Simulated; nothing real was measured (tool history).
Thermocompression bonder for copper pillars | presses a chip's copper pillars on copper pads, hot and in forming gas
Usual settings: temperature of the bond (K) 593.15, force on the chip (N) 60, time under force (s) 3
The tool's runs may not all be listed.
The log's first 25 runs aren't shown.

run	hour	temperature of the bond (K)	force on the chip (N)	time under force (s)	force that shears a chip off (N)
26	212.0	597.15	70	4	120.8
# hour 219.0: forming gas filter changed
27	220.2	597.15	70	4	126.2
28	228.8	597.15	70	4	125.9
29	234.9	608.15	60	3	115.4
30	241.5	592.15	37	3	69.9
31	248.3	609.15	44	2	83.2
32	256.5	609.15	49	2	90.7
33	264.5	609.15	49	2	90.2
34	273.9	576.15	60	7	114.0
35	280.4	564.15	51	7	94.4
36	291.2	600.15	90	3	134.9
37	300.1	581.15	74	4	117.9
38	311.3	599.15	63	4	120.6
39	320.9	599.15	63	4	118.1

4 ways to go on from here, each from the tool as it stands after run 39. What would each give?
A	332.1	599.15	43	4	?
B	332.1	564.15	51	2	?
C	332.1	580.15	63	4	?
D	332.1	593.15	89	6	?

run	force that shears a chip off (N)
A	91.5
B	60.2
C	105.4
D	138.4
Without the tool's hidden state the same runs would have given:
run	force that shears a chip off (N)
A	95.4
B	63.3
C	109.7
D	142.5

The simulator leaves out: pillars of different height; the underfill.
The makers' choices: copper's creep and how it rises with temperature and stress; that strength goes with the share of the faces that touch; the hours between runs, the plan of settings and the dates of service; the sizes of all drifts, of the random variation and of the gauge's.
